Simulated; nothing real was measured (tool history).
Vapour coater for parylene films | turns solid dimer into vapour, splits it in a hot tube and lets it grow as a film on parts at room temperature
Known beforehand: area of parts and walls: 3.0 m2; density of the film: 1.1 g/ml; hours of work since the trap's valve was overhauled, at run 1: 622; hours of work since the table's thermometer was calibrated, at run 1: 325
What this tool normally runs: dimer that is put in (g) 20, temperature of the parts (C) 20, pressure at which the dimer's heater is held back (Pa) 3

| run | day | dimer that is put in (g) | temperature of the parts (C) | pressure at which the dimer's heater is held back (Pa) | hours of work since the trap's valve was overhauled | hours of work since the table's thermometer was calibrated | thickness of the film (um) |
|---|---|---|---|---|---|---|---|
| 1 | 0 | 20 | 20 | 3 | 622 | 325 | 3.6 |
| 2 | 0.446 | 20 | 20 | 3 | 627 | 330 | 3.71 |
| 3 | 1.125 | 20 | 20 | 3 | 635 | 338 | 3.68 |
| 4 | 1.617 | 20 | 20 | 3 | 641 | 344 | 3.67 |
| 5 | 2.35 | 20 | 20 | 3 | 650 | 353 | 3.66 |
| 6 | 2.892 | 20 | 13 | 3 | 656 | 359 | 4.28 |
| 7 | 3.562 | 20 | 13 | 4.25 | 664 | 367 | 4.16 |
| 8 | 3.954 | 20 | 13 | 4.25 | 668 | 371 | 4.1 |
|  | 4.675 | trap's valve overhauled |
| 9 | 4.708 | 20 | 20 | 3 | 0 | 378 | 4.18 |
| 10 | 5.229 | 20 | 20 | 3 | 6 | 384 | 4.19 |
| 11 | 6 | 20 | 20 | 3 | 16 | 393 | 4.18 |
| 12 | 6.496 | 20 | 20 | 3 | 21 | 399 | 4.13 |
| 13 | 7 | 20 | 20 | 3 | 27 | 405 | 4.11 |
| 14 | 7.388 | 20 | 20 | 5.16 | 32 | 410 | 4.01 |
| 15 | 7.958 | 20 | 20 | 8.59 | 38 | 416 | 3.85 |
| 16 | 8.533 | 20 | 25 | 3 | 45 | 423 | 3.8 |
| 17 | 8.942 | 20 | 25 | 7.12 | 50 | 428 | 3.4 |
| 18 | 9.608 | 20 | 25 | 7.12 | 58 | 436 | 3.41 |
| 19 | 10.204 | 10 | 20 | 3 | 65 | 443 | 2.07 |
| 20 | 10.938 | 10 | 20 | 3 | 73 | 451 | 2.08 |
| 21 | 11.458 | 32 | 20 | 3 | 80 | 457 | 6.6 |
| 22 | 12.071 | 32 | 23 | 4.92 | 87 | 465 | 5.9 |
| 23 | 12.454 | 24 | 23 | 4.92 | 91 | 469 | 4.38 |
| 24 | 13.029 | 8 | 14 | 2.62 | 98 | 476 | 1.9 |
| 25 | 13.546 | 20 | 18 | 2.84 | 104 | 482 | 4.27 |
| 26 | 14.083 | 20 | 18 | 2.84 | 110 | 488 | 4.29 |
| 27 | 14.404 | 32 | 18 | 10.35 | 114 | 492 | 6.18 |
| 28 | 14.962 | 32 | 31 | 2.11 | 121 | 498 | 5.32 |
| 29 | 15.3 | 10 | 13 | 2.37 | 125 | 502 | 2.37 |
| 30 | 15.821 | 10 | 13 | 2.37 | 131 | 509 | 2.44 |
| 31 | 16.542 | 19 | 13 | 4.46 | 139 | 517 | 4.46 |
| 32 | 17.054 | 20 | 20 | 5.81 | 145 | 523 | 3.95 |
| 33 | 17.496 | 11 | 16 | 2.3 | 150 | 528 | 2.49 |
| 34 | 17.954 | 20 | 20 | 10.36 | 156 | 534 | 3.61 |
| 35 | 18.679 | 20 | 20 | 4.23 | 164 | 542 | 3.93 |

Predict the results of run 36:
| 36 | 19.4 | 20 | 20 | 4.38 | 173 | 551 | ? |

Run 36 yielded thickness of the film (um) 3.9.
Were there no unlogged condition in the tool, this run, its random variation unchanged, would have produced thickness of the film (um) 4.02.
